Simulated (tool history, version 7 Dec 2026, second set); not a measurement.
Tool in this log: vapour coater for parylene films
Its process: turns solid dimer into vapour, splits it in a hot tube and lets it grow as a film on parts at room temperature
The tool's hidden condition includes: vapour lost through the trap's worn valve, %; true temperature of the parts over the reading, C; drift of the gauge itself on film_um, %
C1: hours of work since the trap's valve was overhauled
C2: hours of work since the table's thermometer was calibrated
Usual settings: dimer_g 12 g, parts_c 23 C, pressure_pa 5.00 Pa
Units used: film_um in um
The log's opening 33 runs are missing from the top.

run 34 day=22.317 | dimer_g=13 parts_c=34 pressure_pa=3.20 | C1=356 C2=107 | film_um=2.98
run 35 day=22.967 | dimer_g=13 parts_c=34 pressure_pa=3.20 | C1=363 C2=114 | film_um=2.95
run 36 day=23.396 | dimer_g=18 parts_c=23 pressure_pa=11.54 | C1=368 C2=119 | film_um=4.84
run 37 day=24.154 | dimer_g=16 parts_c=16 pressure_pa=11.54 | C1=376 C2=127 | film_um=5.77
run 38 day=24.646 | dimer_g=16 parts_c=16 pressure_pa=11.54 | C1=381 C2=132 | film_um=5.74
run 39 day=25.312 | dimer_g=16 parts_c=16 pressure_pa=11.54 | C1=388 C2=139 | film_um=5.75
run 40 day=25.983 | dimer_g=16 parts_c=16 pressure_pa=11.54 | C1=395 C2=146 | film_um=5.78
run 41 day=26.867 | dimer_g=16 parts_c=22 pressure_pa=3.44 | C1=404 C2=155 | film_um=5.91
run 42 day=27.525 | dimer_g=12 parts_c=25 pressure_pa=5.00 | C1=411 C2=162 | film_um=3.57
run 43 day=28.400 | dimer_g=7 parts_c=29 pressure_pa=5.00 | C1=421 C2=172 | film_um=1.74
-- day=29.183 trap's valve overhauled
run 44 day=29.462 | dimer_g=5 parts_c=33 pressure_pa=10.69 | C1=3 C2=181 | film_um=0.94
run 45 day=29.933 | dimer_g=5 parts_c=33 pressure_pa=10.69 | C1=8 C2=186 | film_um=0.98
run 46 day=30.675 | dimer_g=18 parts_c=23 pressure_pa=3.61 | C1=16 C2=194 | film_um=6.73

Forecast each of these 5 alternatives for the next run:
run A day=31.421 | dimer_g=8 parts_c=35 pressure_pa=3.61 | C1=24 C2=202 | film_um=?
run B day=31.421 | dimer_g=12 parts_c=17 pressure_pa=5.00 | C1=24 C2=202 | film_um=?
run C day=31.421 | dimer_g=9 parts_c=23 pressure_pa=4.49 | C1=24 C2=202 | film_um=?
run D day=31.421 | dimer_g=9 parts_c=22 pressure_pa=4.90 | C1=24 C2=202 | film_um=?
run E day=31.421 | dimer_g=12 parts_c=33 pressure_pa=5.15 | C1=24 C2=202 | film_um=?

run=A film_um=1.80
run=B film_um=5.30
run=C film_um=3.18
run=D film_um=3.24
run=E film_um=2.71
With the hidden condition removed and each run's random variation left untouched, the same runs would have given:
run=A film_um=1.83
run=B film_um=5.39
run=C film_um=3.23
run=D film_um=3.29
run=E film_um=2.75

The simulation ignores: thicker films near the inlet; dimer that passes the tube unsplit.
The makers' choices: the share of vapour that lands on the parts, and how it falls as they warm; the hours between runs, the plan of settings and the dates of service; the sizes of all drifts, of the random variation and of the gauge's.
